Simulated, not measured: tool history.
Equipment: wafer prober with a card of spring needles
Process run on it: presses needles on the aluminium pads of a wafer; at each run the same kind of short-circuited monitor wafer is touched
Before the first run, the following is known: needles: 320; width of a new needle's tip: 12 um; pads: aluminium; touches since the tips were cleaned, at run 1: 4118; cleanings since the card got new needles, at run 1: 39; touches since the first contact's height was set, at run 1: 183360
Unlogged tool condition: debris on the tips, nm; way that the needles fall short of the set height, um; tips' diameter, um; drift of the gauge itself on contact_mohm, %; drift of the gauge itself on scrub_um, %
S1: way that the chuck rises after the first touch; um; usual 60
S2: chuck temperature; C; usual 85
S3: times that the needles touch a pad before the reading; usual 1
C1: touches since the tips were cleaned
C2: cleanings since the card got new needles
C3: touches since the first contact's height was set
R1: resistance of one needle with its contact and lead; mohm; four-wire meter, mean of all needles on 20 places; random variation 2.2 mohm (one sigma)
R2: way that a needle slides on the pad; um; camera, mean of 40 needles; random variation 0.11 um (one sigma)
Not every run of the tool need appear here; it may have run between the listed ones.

run	hour	S1	S2	S3	C1	C2	C3	R1	R2
1	0	60	85	1	4118	39	183360	260	15.4
# hour 1.8: tips cleaned on abrasive film
# hour 8.8: tips cleaned on abrasive film
# hour 17.5: tips cleaned on abrasive film
# hour 24.4: tips cleaned on abrasive film
# hour 33.1: tips cleaned on abrasive film
2	35.7	60	85	1	1610	44	205627	249	15.34
# hour 40.9: tips cleaned on abrasive film
# hour 49.6: tips cleaned on abrasive film
# hour 56.6: tips cleaned on abrasive film
3	60.4	60	87	1	2430	47	221103	257	15.42
# hour 63.9: tips cleaned on abrasive film
# hour 70.9: tips cleaned on abrasive film
# hour 77.9: tips cleaned on abrasive film
# hour 84.9: tips cleaned on abrasive film
# hour 91.8: tips cleaned on abrasive film
4	96.1	60	85	1	2677	52	243351	259	15.18
# hour 99.6: tips cleaned on abrasive film
# hour 99.9: height of the first contact set anew
# hour 106.9: tips cleaned on abrasive film
# hour 113.8: tips cleaned on abrasive film
5	120.6	60	85	1	4304	55	13002	263	16.4
# hour 122.4: tips cleaned on abrasive film
# hour 129.4: tips cleaned on abrasive film
# hour 136.4: tips cleaned on abrasive film
# hour 143.4: tips cleaned on abrasive film
# hour 150.3: tips cleaned on abrasive film
# hour 157.3: tips cleaned on abrasive film
# hour 164.4: tips cleaned on abrasive film
6	164.4	60	85	1	0	62	40264	241	16.11
# hour 171.4: tips cleaned on abrasive film
# hour 178.3: tips cleaned on abrasive film
# hour 185.3: tips cleaned on abrasive film
# hour 192.3: tips cleaned on abrasive film
# hour 200.1: tips cleaned on abrasive film
7	200.1	60	85	1	0	67	62561	248	16.06
# hour 207.1: tips cleaned on abrasive film
# hour 215.8: tips cleaned on abrasive film
# hour 222.7: tips cleaned on abrasive film
# hour 229.7: tips cleaned on abrasive film
# hour 236.7: tips cleaned on abrasive film
# hour 243.6: tips cleaned on abrasive film
8	248.4	60	85	1	3035	73	92776	256	15.79
# hour 252: tips cleaned on abrasive film
# hour 260.7: tips cleaned on abrasive film
# hour 269.3: tips cleaned on abrasive film
# hour 276.3: tips cleaned on abrasive film
# hour 283.3: tips cleaned on abrasive film
# hour 290.2: tips cleaned on abrasive film
9	297.1	60	85	1	4315	79	123185	264	15.71
# hour 298.9: tips cleaned on abrasive film
# hour 305.8: tips cleaned on abrasive film
# hour 312.8: tips cleaned on abrasive film
# hour 319.8: tips cleaned on abrasive film
10	321	60	85	1	763	83	138082	256	15.58
# hour 328: tips cleaned on abrasive film
# hour 334.9: tips cleaned on abrasive film
# hour 341.9: tips cleaned on abrasive film
# hour 348.9: tips cleaned on abrasive film
# hour 355.8: tips cleaned on abrasive film
11	356.3	71	29	2	288	88	160116	228	18.39
# hour 363.3: tips cleaned on abrasive film
# hour 370.2: tips cleaned on abrasive film
# hour 378.9: tips cleaned on abrasive film
# hour 387.6: tips cleaned on abrasive film
# hour 394.6: tips cleaned on abrasive film
12	398.7	71	63	1	2628	93	186667	248	18.44
# hour 402.3: tips cleaned on abrasive film
# hour 409.2: tips cleaned on abrasive film
# hour 416.2: tips cleaned on abrasive film
# hour 423.2: tips cleaned on abrasive film
# hour 430.1: tips cleaned on abrasive film
13	433.8	65	63	1	2343	98	208579	254	16.87
# hour 437.4: tips cleaned on abrasive film
# hour 446.1: tips cleaned on abrasive film
# hour 453: tips cleaned on abrasive film
# hour 460: tips cleaned on abrasive film
# hour 467: tips cleaned on abrasive film
# hour 475.7: tips cleaned on abrasive film
14	478.2	65	63	1	1625	104	236298	254	16.53
# hour 483.5: tips cleaned on abrasive film
# hour 490.4: tips cleaned on abrasive film
# hour 494.2: height of the first contact set anew
# hour 497.7: tips cleaned on abrasive film
# hour 504.7: tips cleaned on abrasive film
# hour 511.6: tips cleaned on abrasive film
# hour 520.3: tips cleaned on abrasive film
15	524.3	65	67	1	2511	110	18820	248	17.47

Results per run with the tool's hidden condition removed, run-to-run variation unchanged:
run	R1	R2
1	238	16.22
2	237	16.27
3	239	16.4
4	240	16.26
5	243	16.44
6	238	16.29
7	244	16.36
8	237	16.21
9	239	16.25
10	244	16.2
11	224	19.12
12	232	19.29
13	235	17.83
14	237	17.6
15	231	17.56
